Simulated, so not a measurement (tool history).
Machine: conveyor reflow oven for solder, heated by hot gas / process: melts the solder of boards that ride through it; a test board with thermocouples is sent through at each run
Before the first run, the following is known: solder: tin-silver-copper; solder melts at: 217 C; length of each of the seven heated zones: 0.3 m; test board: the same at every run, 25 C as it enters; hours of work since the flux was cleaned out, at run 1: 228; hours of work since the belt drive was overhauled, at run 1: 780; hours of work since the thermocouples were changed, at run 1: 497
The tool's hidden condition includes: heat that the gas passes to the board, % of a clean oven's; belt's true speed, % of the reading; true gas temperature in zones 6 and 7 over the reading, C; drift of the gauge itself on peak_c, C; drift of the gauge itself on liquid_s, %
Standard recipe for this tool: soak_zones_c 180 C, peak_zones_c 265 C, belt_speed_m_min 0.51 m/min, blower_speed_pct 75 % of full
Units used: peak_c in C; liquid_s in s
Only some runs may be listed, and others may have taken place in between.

| run | hour | soak_zones_c | peak_zones_c | belt_speed_m_min | blower_speed_pct | hours of work since the flux was cleaned out | hours of work since the belt drive was overhauled | hours of work since the thermocouples were changed | peak_c | liquid_s |
|---|---|---|---|---|---|---|---|---|---|---|
| 1 | 0 | 180 | 265 | 0.51 | 75 | 228 | 780 | 497 | 253.52 | 56.7 |
| 2 | 22.1 | 180 | 265 | 0.51 | 75 | 244 | 796 | 513 | 253.51 | 56.6 |
| 3 | 35.7 | 180 | 265 | 0.51 | 75 | 254 | 807 | 523 | 253.63 | 56.4 |
| 4 | 50 | 180 | 265 | 0.51 | 75 | 265 | 817 | 534 | 253.62 | 56.8 |
| 5 | 72.8 | 180 | 265 | 0.51 | 75 | 282 | 835 | 551 | 253.59 | 57 |
| 6 | 98.1 | 180 | 265 | 0.51 | 75 | 301 | 854 | 570 | 253.66 | 56.3 |
| 7 | 111.2 | 180 | 265 | 0.51 | 75 | 311 | 863 | 580 | 253.63 | 57 |
| 8 | 130.4 | 180 | 265 | 0.424 | 75 | 326 | 878 | 595 | 257.78 | 72.2 |
| 9 | 153.2 | 180 | 265 | 0.424 | 75 | 343 | 895 | 612 | 257.73 | 72.1 |
| 10 | 170.3 | 180 | 265 | 0.424 | 75 | 356 | 908 | 625 | 257.35 | 72.1 |
| 11 | 186.9 | 180 | 265 | 0.424 | 75 | 368 | 920 | 637 | 257.73 | 72.6 |
|  | 202.9 | flux residue cleaned out of gas plates and filters |
| 12 | 205.8 | 192 | 265 | 0.424 | 75 | 2 | 931 | 648 | 258.71 | 77.9 |
| 13 | 224.6 | 180 | 265 | 0.51 | 75 | 16 | 945 | 662 | 253.66 | 56.8 |
| 14 | 249.4 | 180 | 265 | 0.51 | 75 | 35 | 964 | 680 | 253.64 | 56.8 |
| 15 | 272.7 | 180 | 265 | 0.51 | 75 | 53 | 981 | 698 | 253.61 | 57.5 |
| 16 | 293.2 | 180 | 265 | 0.51 | 75 | 68 | 997 | 713 | 253.63 | 56.8 |
| 17 | 316.4 | 170 | 265 | 0.502 | 51 | 85 | 1014 | 731 | 248.93 | 50.4 |
| 18 | 343.2 | 180 | 265 | 0.468 | 54 | 106 | 1034 | 751 | 253.09 | 61.2 |
| 19 | 370.5 | 180 | 265 | 0.468 | 54 | 126 | 1055 | 772 | 253.15 | 62 |
| 20 | 387.4 | 177 | 279 | 0.51 | 75 | 139 | 1067 | 784 | 265.87 | 61.9 |
| 21 | 402.3 | 177 | 279 | 0.51 | 75 | 150 | 1079 | 795 | 265.92 | 61.5 |
| 22 | 423.7 | 177 | 279 | 0.51 | 75 | 166 | 1095 | 812 | 265.8 | 62.1 |
| 23 | 443.5 | 177 | 279 | 0.51 | 75 | 181 | 1110 | 826 | 265.81 | 62.1 |
| 24 | 459.6 | 177 | 279 | 0.51 | 75 | 193 | 1122 | 839 | 265.9 | 61.3 |
| 25 | 473.8 | 188 | 258 | 0.51 | 75 | 204 | 1133 | 849 | 248.48 | 57.2 |
| 26 | 498.4 | 188 | 258 | 0.51 | 75 | 222 | 1151 | 868 | 248.43 | 56.9 |
| 27 | 525 | 188 | 258 | 0.481 | 75 | 242 | 1171 | 888 | 249.65 | 61.6 |
| 28 | 547.8 | 188 | 258 | 0.481 | 75 | 259 | 1188 | 905 | 249.61 | 61.6 |
| 29 | 576.3 | 180 | 258 | 0.478 | 78 | 281 | 1210 | 926 | 248.97 | 58.3 |
| 30 | 596.5 | 180 | 256 | 0.487 | 51 | 296 | 1225 | 942 | 243.8 | 52.1 |

How the hidden state differs across the entries between the runs, from the last listed run before each to the first after it:
From run 11 to run 12: flux residue cleaned out of gas plates and filters (hour 202.9)
  heat that the gas passes to the board, % of a clean oven's: 99.8 -> 100
